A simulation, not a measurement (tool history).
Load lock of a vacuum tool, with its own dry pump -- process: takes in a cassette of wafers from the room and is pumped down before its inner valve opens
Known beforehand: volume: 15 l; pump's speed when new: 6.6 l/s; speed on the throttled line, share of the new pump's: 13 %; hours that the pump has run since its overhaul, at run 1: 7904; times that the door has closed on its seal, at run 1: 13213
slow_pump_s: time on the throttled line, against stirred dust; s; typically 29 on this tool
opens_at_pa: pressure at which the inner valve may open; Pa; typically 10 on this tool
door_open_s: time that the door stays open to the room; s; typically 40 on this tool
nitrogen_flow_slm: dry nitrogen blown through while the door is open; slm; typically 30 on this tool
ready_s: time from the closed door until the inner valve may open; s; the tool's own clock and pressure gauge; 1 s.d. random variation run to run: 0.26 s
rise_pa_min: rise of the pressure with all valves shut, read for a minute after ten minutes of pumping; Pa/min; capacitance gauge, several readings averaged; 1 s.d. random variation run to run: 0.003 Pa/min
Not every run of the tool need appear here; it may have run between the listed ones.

| run | day | slow_pump_s | opens_at_pa | door_open_s | nitrogen_flow_slm | hours that the pump has run since its overhaul | times that the door has closed on its seal | incoming humidity of the room's air, % | ready_s | rise_pa_min |
|---|---|---|---|---|---|---|---|---|---|---|
| 1 | 0.000 | 29 | 10 | 40 | 30 | 7904 | 13213 | 44.4 | 48.8 | 0.140 |
| 2 | 20.979 | 29 | 10 | 40 | 30 | 8408 | 14290 | 46.2 | 48.8 | 0.161 |
| 3 | 33.912 | 29 | 15 | 40 | 30 | 8718 | 14955 | 45.8 | 48.1 | 0.157 |
| 4 | 50.129 | 29 | 10 | 80 | 30 | 9108 | 15788 | 44.0 | 49.0 | 0.186 |
| 5 | 69.271 | 45 | 10 | 40 | 30 | 9567 | 16771 | 45.3 | 62.7 | 0.191 |
| 6 | 89.250 | 45 | 10 | 40 | 30 | 10046 | 17797 | 47.3 | 62.8 | 0.209 |
| 7 | 106.850 | 45 | 10 | 40 | 30 | 10469 | 18701 | 43.6 | 63.2 | 0.223 |
| 8 | 116.421 | 45 | 10 | 40 | 30 | 10698 | 19193 | 43.9 | 63.3 | 0.232 |
| 9 | 137.425 | 45 | 10 | 40 | 30 | 11203 | 20271 | 42.8 | 63.5 | 0.247 |
| 10 | 160.546 | 42 | 10 | 125 | 4 | 11758 | 21459 | 42.9 | 61.1 | 0.305 |
| 11 | 176.417 | 42 | 10 | 125 | 8 | 12138 | 22274 | 45.1 | 61.0 | 0.310 |
| 12 | 189.979 | 29 | 10 | 40 | 9 | 12464 | 22971 | 40.2 | 50.5 | 0.306 |
| 13 | 208.542 | 29 | 10 | 40 | 9 | 12909 | 23924 | 46.7 | 51.1 | 0.319 |
| 14 | 228.904 | 29 | 7 | 40 | 7 | 13398 | 24970 | 46.8 | 52.1 | 0.339 |
|  | 235.279 | door's seal changed, seat wiped |
| 15 | 245.304 | 46 | 7 | 179 | 25 | 13790 | 515 | 45.2 | 66.7 | 0.038 |
| 16 | 258.854 | 29 | 10 | 123 | 12 | 14115 | 1211 | 45.1 | 51.4 | 0.047 |
| 17 | 281.800 | 29 | 10 | 64 | 12 | 14666 | 2390 | 44.8 | 51.0 | 0.035 |
|  | 294.250 | dry pump taken out, an overhauled one fitted |
| 18 | 304.204 | 29 | 10 | 64 | 12 | 239 | 3528 | 47.7 | 46.2 | 0.048 |

Consider 4 possible next runs. They are alternatives, not a sequence: every one starts from the tool as it was left by run 18. What does each give?
| A | 314.108 | 15 | 10 | 64 | 12 | 477 | 4036 | 43.7 | ? | ? |
| B | 314.108 | 29 | 10 | 36 | 26 | 477 | 4036 | 43.6 | ? | ? |
| C | 314.108 | 29 | 10 | 198 | 38 | 477 | 4036 | 46.0 | ? | ? |
| D | 314.108 | 29 | 10 | 226 | 29 | 477 | 4036 | 46.0 | ? | ? |

| run | ready_s | rise_pa_min |
|---|---|---|
| A | 33.9 | 0.046 |
| B | 46.0 | 0.036 |
| C | 45.9 | 0.050 |
| D | 46.4 | 0.057 |
Had the tool no hidden state, the same runs would have come out as:
| run | ready_s | rise_pa_min |
|---|---|---|
| A | 34.1 | 0.022 |
| B | 46.2 | 0.013 |
| C | 46.1 | 0.027 |
| D | 46.6 | 0.034 |
